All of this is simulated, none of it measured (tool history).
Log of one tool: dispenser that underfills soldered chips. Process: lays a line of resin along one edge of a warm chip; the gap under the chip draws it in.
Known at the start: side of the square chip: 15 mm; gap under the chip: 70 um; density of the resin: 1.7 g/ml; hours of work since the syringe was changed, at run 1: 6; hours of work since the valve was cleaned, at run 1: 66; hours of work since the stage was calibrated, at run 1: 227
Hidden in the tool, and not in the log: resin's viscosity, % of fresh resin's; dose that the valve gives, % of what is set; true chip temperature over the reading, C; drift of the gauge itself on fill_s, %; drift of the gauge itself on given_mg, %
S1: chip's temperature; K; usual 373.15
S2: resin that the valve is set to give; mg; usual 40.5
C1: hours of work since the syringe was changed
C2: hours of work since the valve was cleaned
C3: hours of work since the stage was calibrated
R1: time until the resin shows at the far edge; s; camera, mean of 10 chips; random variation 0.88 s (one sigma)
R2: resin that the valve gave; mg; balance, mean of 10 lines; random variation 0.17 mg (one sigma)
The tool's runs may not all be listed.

run 1 day=0.000 | S1=373.15 S2=40.5 | C1=6 C2=66 C3=227 | R1=127.4 R2=38.49
-- day=0.188 new syringe of resin
run 2 day=0.362 | S1=373.15 S2=40.5 | C1=3 C2=71 C3=232 | R1=102.0 R2=38.07
run 3 day=0.700 | S1=373.15 S2=40.5 | C1=8 C2=76 C3=237 | R1=149.9 R2=38.56
-- day=0.746 new syringe of resin
run 4 day=1.050 | S1=374.15 S2=40.5 | C1=4 C2=81 C3=242 | R1=114.0 R2=38.08
-- day=1.296 new syringe of resin
run 5 day=1.296 | S1=373.15 S2=40.5 | C1=0 C2=84 C3=245 | R1=83.9 R2=38.37
run 6 day=1.538 | S1=373.15 S2=40.5 | C1=4 C2=88 C3=249 | R1=108.7 R2=37.73
-- day=1.858 new syringe of resin
run 7 day=1.858 | S1=379.15 S2=40.5 | C1=0 C2=92 C3=253 | R1=72.5 R2=37.76
-- day=2.117 dispensing valve cleaned and set on the balance
run 8 day=2.196 | S1=379.15 S2=40.5 | C1=4 C2=1 C3=257 | R1=98.7 R2=40.80
run 9 day=2.383 | S1=379.15 S2=40.5 | C1=7 C2=4 C3=260 | R1=121.8 R2=40.70
-- day=2.454 new syringe of resin
run 10 day=2.696 | S1=379.15 S2=40.5 | C1=4 C2=8 C3=265 | R1=94.7 R2=40.64
-- day=3.017 new syringe of resin
run 11 day=3.017 | S1=379.15 S2=40.5 | C1=0 C2=13 C3=269 | R1=69.9 R2=40.41
run 12 day=3.317 | S1=373.15 S2=41.5 | C1=4 C2=17 C3=273 | R1=117.0 R2=41.29
run 13 day=3.508 | S1=369.15 S2=40.5 | C1=7 C2=20 C3=276 | R1=159.3 R2=40.25
-- day=3.583 new syringe of resin
run 14 day=3.867 | S1=369.15 S2=40.5 | C1=4 C2=25 C3=281 | R1=127.2 R2=40.18
run 15 day=4.108 | S1=369.15 S2=40.5 | C1=8 C2=28 C3=285 | R1=166.2 R2=39.77
-- day=4.154 new syringe of resin
run 16 day=4.404 | S1=373.15 S2=37.2 | C1=4 C2=33 C3=289 | R1=115.3 R2=36.59
run 17 day=4.679 | S1=373.15 S2=37.2 | C1=8 C2=37 C3=293 | R1=151.3 R2=36.57
-- day=4.725 new syringe of resin
run 18 day=4.962 | S1=373.15 S2=37.2 | C1=3 C2=41 C3=297 | R1=111.2 R2=36.51
run 19 day=5.142 | S1=378.15 S2=48.1 | C1=6 C2=43 C3=300 | R1=115.3 R2=46.78
-- day=5.283 new syringe of resin
run 20 day=5.467 | S1=375.15 S2=37.3 | C1=3 C2=48 C3=304 | R1=97.2 R2=36.55
run 21 day=5.650 | S1=375.15 S2=37.3 | C1=5 C2=50 C3=307 | R1=121.6 R2=36.04
-- day=5.833 new syringe of resin
run 22 day=5.833 | S1=380.15 S2=50.6 | C1=0 C2=53 C3=309 | R1=67.3 R2=48.79
run 23 day=6.242 | S1=380.15 S2=39.2 | C1=6 C2=59 C3=315 | R1=108.9 R2=38.05
-- day=6.388 new syringe of resin
run 24 day=6.642 | S1=380.15 S2=39.2 | C1=4 C2=65 C3=321 | R1=95.5 R2=37.51
-- day=6.962 new syringe of resin
run 25 day=6.962 | S1=377.15 S2=37.4 | C1=0 C2=69 C3=325 | R1=77.3 R2=35.83
run 26 day=7.275 | S1=364.15 S2=38.2 | C1=5 C2=74 C3=330 | R1=151.5 R2=36.45
-- day=7.517 new syringe of resin
run 27 day=7.550 | S1=364.15 S2=38.2 | C1=0 C2=77 C3=334 | R1=114.1 R2=36.37
run 28 day=7.892 | S1=364.15 S2=38.2 | C1=5 C2=82 C3=339 | R1=165.2 R2=36.16
-- day=8.083 new syringe of resin
run 29 day=8.121 | S1=367.15 S2=47.5 | C1=1 C2=86 C3=342 | R1=101.5 R2=45.15
run 30 day=8.542 | S1=382.15 S2=45.8 | C1=7 C2=92 C3=348 | R1=107.3 R2=43.02
-- day=8.638 new syringe of resin
run 31 day=8.804 | S1=359.15 S2=41.2 | C1=2 C2=95 C3=352 | R1=151.3 R2=38.59
-- day=8.883 dispensing valve cleaned and set on the balance
-- day=9.242 new syringe of resin
run 32 day=9.262 | S1=359.15 S2=40.5 | C1=0 C2=5 C3=358 | R1=129.7 R2=40.39
run 33 day=9.654 | S1=376.15 S2=45.1 | C1=6 C2=11 C3=363 | R1=120.9 R2=44.67
-- day=9.808 new syringe of resin
run 34 day=9.862 | S1=376.15 S2=45.1 | C1=1 C2=14 C3=366 | R1=81.0 R2=44.14
run 35 day=10.142 | S1=373.15 S2=34.6 | C1=5 C2=18 C3=370 | R1=124.6 R2=33.87
-- day=10.362 new syringe of resin
run 36 day=10.396 | S1=384.15 S2=44.5 | C1=0 C2=22 C3=374 | R1=64.9 R2=43.90

3 ways to go on from here, each from the tool as it stands after run 36. What would each give?
run A day=10.804 | S1=384.15 S2=41.5 | C1=6 C2=28 C3=380 | R1=? R2=?
run B day=10.804 | S1=387.15 S2=34.9 | C1=6 C2=28 C3=380 | R1=? R2=?
run C day=10.804 | S1=384.15 S2=40.8 | C1=6 C2=28 C3=380 | R1=? R2=?

run=A R1=103.2 R2=40.54
run=B R1=99.2 R2=34.00
run=C R1=105.0 R2=39.88
Without the tool's hidden state the same runs would have given:
run=A R1=61.9 R2=41.43
run=B R1=59.6 R2=34.74
run=C R1=63.0 R2=40.75
